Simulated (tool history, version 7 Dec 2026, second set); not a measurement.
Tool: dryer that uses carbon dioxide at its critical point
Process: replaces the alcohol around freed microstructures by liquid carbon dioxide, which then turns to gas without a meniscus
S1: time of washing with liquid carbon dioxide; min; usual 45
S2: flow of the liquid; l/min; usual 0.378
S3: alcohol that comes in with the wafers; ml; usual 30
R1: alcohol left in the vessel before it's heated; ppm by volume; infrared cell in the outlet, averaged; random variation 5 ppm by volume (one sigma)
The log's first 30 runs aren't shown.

run	hour	S1	S2	S3	R1
31	628.9	52	0.342	77	86
32	656.2	52	0.400	58	78
33	671.8	52	0.536	23	84
34	695.9	52	0.536	23	75
35	713.3	57	0.354	23	78
36	731.7	57	0.354	23	87
37	752.2	57	0.476	27	82
38	771.1	57	0.252	27	127
39	784.4	57	0.252	27	127
40	812.7	51	0.373	68	93
41	830.6	45	0.378	48	99
42	849.0	39	0.346	30	145
43	874.8	45	0.498	30	91
44	888.5	45	0.498	30	91
45	910.6	65	0.530	25	90
46	938.3	69	0.491	30	96
47	958.3	57	0.376	44	118

3 ways to go on from here, each from the tool as it stands after run 47. What would each give?
A	976.1	49	0.378	30	?
B	976.1	48	0.566	38	?
C	976.1	45	0.378	71	?

run	R1
A	112
B	106
C	139
Without the tool's hidden state the same runs would have given:
run	R1
A	15
B	12
C	31
